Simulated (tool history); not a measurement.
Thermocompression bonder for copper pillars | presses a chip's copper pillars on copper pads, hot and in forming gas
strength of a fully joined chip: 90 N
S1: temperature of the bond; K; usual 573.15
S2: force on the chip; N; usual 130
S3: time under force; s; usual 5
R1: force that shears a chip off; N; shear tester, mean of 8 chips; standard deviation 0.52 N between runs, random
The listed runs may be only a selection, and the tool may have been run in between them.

Run 1, hour 0: usual settings. Result: R1 50.8 N.
Run 2, hour 8.7: usual settings. Result: R1 50.7 N.
Run 3, hour 20.4: usual settings but S1 555.15 K. Result: R1 40.7 N.
Run 4, hour 26: usual settings but S3 4 s. Result: R1 47.1 N.
Run 5, hour 37.2: usual settings but S3 4 s. Result: R1 47 N.
Run 6, hour 47.1: usual settings but S3 4 s. Result: R1 45.7 N.
Run 7, hour 54.7: usual settings but S3 4 s. Result: R1 45.8 N.
Run 8, hour 64.8: usual settings. Result: R1 49.8 N.
Run 9, hour 75.4: usual settings. Result: R1 49.6 N.
Run 10, hour 82.2: usual settings but S3 3 s. Result: R1 41.1 N.
Run 11, hour 88.3: usual settings but S2 133 N, S3 3 s. Result: R1 42.8 N.
Run 12, hour 94.6: usual settings but S2 133 N, S3 3 s. Result: R1 42.4 N.
Run 13, hour 100.7: usual settings but S2 133 N, S3 3 s. Result: R1 42.1 N.
Run 14, hour 106.7: usual settings but S2 133 N, S3 3 s. Result: R1 42.8 N.
Run 15, hour 113.7: usual settings. Result: R1 49.9 N.
Run 16, hour 125.9: usual settings. Result: R1 48.9 N.
Run 17, hour 133.7: usual settings but S1 578.15 K, S3 9 s. Result: R1 59.8 N.
Run 18, hour 145.7: usual settings but S1 578.15 K, S2 95 N, S3 13 s. Result: R1 59.2 N.
Run 19, hour 152.3: usual settings but S1 578.15 K, S2 95 N, S3 13 s. Result: R1 58.2 N.
Run 20, hour 161.9: usual settings but S2 177 N, S3 4 s. Result: R1 52.4 N.
Run 21, hour 169: usual settings but S2 136 N. Result: R1 48.8 N.
Run 22, hour 181.2: usual settings but S1 565.15 K, S2 158 N, S3 10 s. Result: R1 58.2 N.
Run 23, hour 187.5: usual settings but S1 565.15 K, S2 86 N, S3 10 s. Result: R1 45 N.
At hour 195.4: forming gas filter changed.
Run 24, hour 198.3: usual settings but S1 565.15 K, S2 86 N, S3 10 s. Result: R1 50 N.
Run 25, hour 203.5: usual settings but S1 598.15 K, S2 152 N, S3 4 s. Result: R1 69.3 N.
Run 26, hour 215.2: usual settings but S1 546.15 K, S2 139 N, S3 9 s. Result: R1 49.2 N.
Run 27, hour 224.9: usual settings but S1 578.15 K, S3 6 s. Result: R1 59.7 N.
Run 28, hour 231: usual settings but S1 579.15 K, S3 6 s. Result: R1 60.8 N.
Run 29, hour 243.9: usual settings but S1 560.15 K, S3 10 s. Result: R1 56.9 N.
Run 30, hour 253.2: usual settings but S1 560.15 K, S3 10 s. Result: R1 56.8 N.
Run 31, hour 264: usual settings but S1 588.15 K, S3 11 s. Result: R1 74.2 N.
Run 32, hour 273.6: usual settings but S1 588.15 K, S3 11 s. Result: R1 74.1 N.

How would selected steps in R1 from run to run divide? Give the signed amount a tool lacking its hidden state would still show from settings, what came in and random variation, and the signed amount left for the hidden state, including any gauge scatter that is not in both of the compared results.
Hidden state at play: true temperature of the bond over the reading, C; force that reaches the chip, % of what is set; oxide that the forming gas leaves, % of the face; drift of the gauge itself on shear_n, %.
Run 16 -> 17: S1 573.15 -> 578.15, S3 5 -> 9. R1 +10.9 N: hidden state -1.4, all else +12.3.
Run 22 -> 23: S2 158 -> 86. R1 -13.2 N: hidden state +1.5, all else -14.7.
Run 23 -> 24: forming gas filter changed. R1 +5 N: hidden state +5.7, all else -0.7.
Run 24 -> 25: S1 565.15 -> 598.15, S2 86 -> 152, S3 10 -> 4. R1 +19.3 N: hidden state +0, all else +19.3.
Run 25 -> 26: S1 598.15 -> 546.15, S2 152 -> 139, S3 4 -> 9. R1 -20.1 N: hidden state -0.2, all else -19.9.
Run 30 -> 31: S1 560.15 -> 588.15, S3 10 -> 11. R1 +17.4 N: hidden state -0.2, all else +17.6.
